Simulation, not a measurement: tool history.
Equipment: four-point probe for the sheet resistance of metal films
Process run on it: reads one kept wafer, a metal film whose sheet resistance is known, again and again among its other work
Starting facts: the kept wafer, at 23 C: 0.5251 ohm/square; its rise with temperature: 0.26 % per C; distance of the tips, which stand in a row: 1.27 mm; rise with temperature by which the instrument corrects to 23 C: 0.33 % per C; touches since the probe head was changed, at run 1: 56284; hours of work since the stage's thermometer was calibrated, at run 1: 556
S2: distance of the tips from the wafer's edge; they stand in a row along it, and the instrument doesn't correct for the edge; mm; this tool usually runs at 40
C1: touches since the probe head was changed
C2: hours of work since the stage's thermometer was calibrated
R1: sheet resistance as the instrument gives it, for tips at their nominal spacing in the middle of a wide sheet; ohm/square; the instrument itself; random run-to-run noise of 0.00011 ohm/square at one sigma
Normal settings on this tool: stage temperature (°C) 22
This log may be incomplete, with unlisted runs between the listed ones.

Run 1, hour 0: usual settings; C1 56284; C2 556. Result: R1 0.525203 ohm/square.
Run 2, hour 23.4: usual settings but stage temperature (°C) 30; C1 56968; C2 571. Result: R1 0.522462 ohm/square.
Run 3, hour 66.8: usual settings but stage temperature (°C) 30, S2 3 mm; C1 58235; C2 599. Result: R1 0.567624 ohm/square.
Run 4, hour 101.6: usual settings but stage temperature (°C) 30, S2 3 mm; C1 59254; C2 622. Result: R1 0.567803 ohm/square.
Run 5, hour 153.6: usual settings but S2 46 mm; C1 60774; C2 656. Result: R1 0.52483 ohm/square.
Run 6, hour 197.9: usual settings; C1 62067; C2 685. Result: R1 0.524961 ohm/square.
Run 7, hour 247.8: usual settings but stage temperature (°C) 25; C1 63526; C2 717. Result: R1 0.523925 ohm/square.
Run 8, hour 292.4: usual settings but stage temperature (°C) 25; C1 64829; C2 746. Result: R1 0.524184 ohm/square.
Run 9, hour 335: usual settings; C1 66074; C2 774. Result: R1 0.524971 ohm/square.
Run 10, hour 362.7: usual settings; C1 66883; C2 792. Result: R1 0.524978 ohm/square.
Run 11, hour 414.2: usual settings; C1 68388; C2 826. Result: R1 0.525144 ohm/square.
Run 12, hour 456.8: usual settings; C1 69633; C2 853. Result: R1 0.525206 ohm/square.
Run 13, hour 488: usual settings; C1 70543; C2 874. Result: R1 0.525142 ohm/square.
Run 14, hour 540.8: usual settings; C1 72089; C2 908. Result: R1 0.525084 ohm/square.
Run 15, hour 577.2: usual settings but S2 45 mm; C1 73152; C2 932. Result: R1 0.525196 ohm/square.
Run 16, hour 610.8: usual settings but stage temperature (°C) 32, S2 48 mm; C1 74132; C2 954. Result: R1 0.521623 ohm/square.
At hour 613.6: stage's thermometer calibrated.
Run 17, hour 655.3: usual settings but stage temperature (°C) 19, S2 5 mm; C1 75417; C2 27. Result: R1 0.543657 ohm/square.
Run 18, hour 678.6: usual settings but stage temperature (°C) 33, S2 9 mm; C1 76098; C2 42. Result: R1 0.526665 ohm/square.
At hour 691.3: stage's thermometer calibrated, once more.
Run 19, hour 710.8: usual settings but stage temperature (°C) 21, S2 9 mm; C1 77026; C2 13. Result: R1 0.531179 ohm/square.
Run 20, hour 738.9: usual settings but stage temperature (°C) 21, S2 9 mm; C1 77848; C2 31. Result: R1 0.530993 ohm/square.
Run 21, hour 780.5: usual settings but S2 19 mm; C1 79061; C2 58. Result: R1 0.526424 ohm/square.
Run 22, hour 807.5: usual settings but S2 19 mm; C1 79853; C2 76. Result: R1 0.526188 ohm/square.
Run 23, hour 837.3: usual settings but S2 16 mm; C1 80722; C2 95. Result: R1 0.526857 ohm/square.
Run 24, hour 868.4: usual settings but S2 16 mm; C1 81633; C2 115. Result: R1 0.526926 ohm/square.
Run 25, hour 910.2: usual settings but stage temperature (°C) 25, S2 26 mm; C1 82852; C2 143. Result: R1 0.524931 ohm/square.
Run 26, hour 947: usual settings but S2 3 mm; C1 83928; C2 167. Result: R1 0.570744 ohm/square.
Run 27, hour 986.2: usual settings but S2 3 mm; C1 85075; C2 192. Result: R1 0.571131 ohm/square.
Run 28, hour 1014.6: usual settings but stage temperature (°C) 31, S2 16 mm; C1 85903; C2 211. Result: R1 0.524041 ohm/square.

Below are 5 alternative next runs, each starting from the tool's condition after run 28. Predict each:
Run A, hour 1058.3: usual settings but stage temperature (°C) 19, S2 18 mm; C1 87179; C2 239. Result: R1 ?.
Run B, hour 1058.3: usual settings but stage temperature (°C) 31, S2 5 mm; C1 87179; C2 239. Result: R1 ?.
Run C, hour 1058.3: usual settings but S2 14 mm; C1 87179; C2 239. Result: R1 ?.
Run D, hour 1058.3: usual settings but stage temperature (°C) 33, S2 69 mm; C1 87179; C2 239. Result: R1 ?.
Run E, hour 1058.3: usual settings but stage temperature (°C) 31, S2 27 mm; C1 87179; C2 239. Result: R1 ?.

run        R1
  A  0.527387
  B  0.539682
  C   0.52758
  D  0.521824
  E  0.522792
With no hidden state in the tool, these same runs would have given:
run        R1
  A  0.527673
  B  0.539972
  C  0.527865
  D  0.522104
  E  0.523073
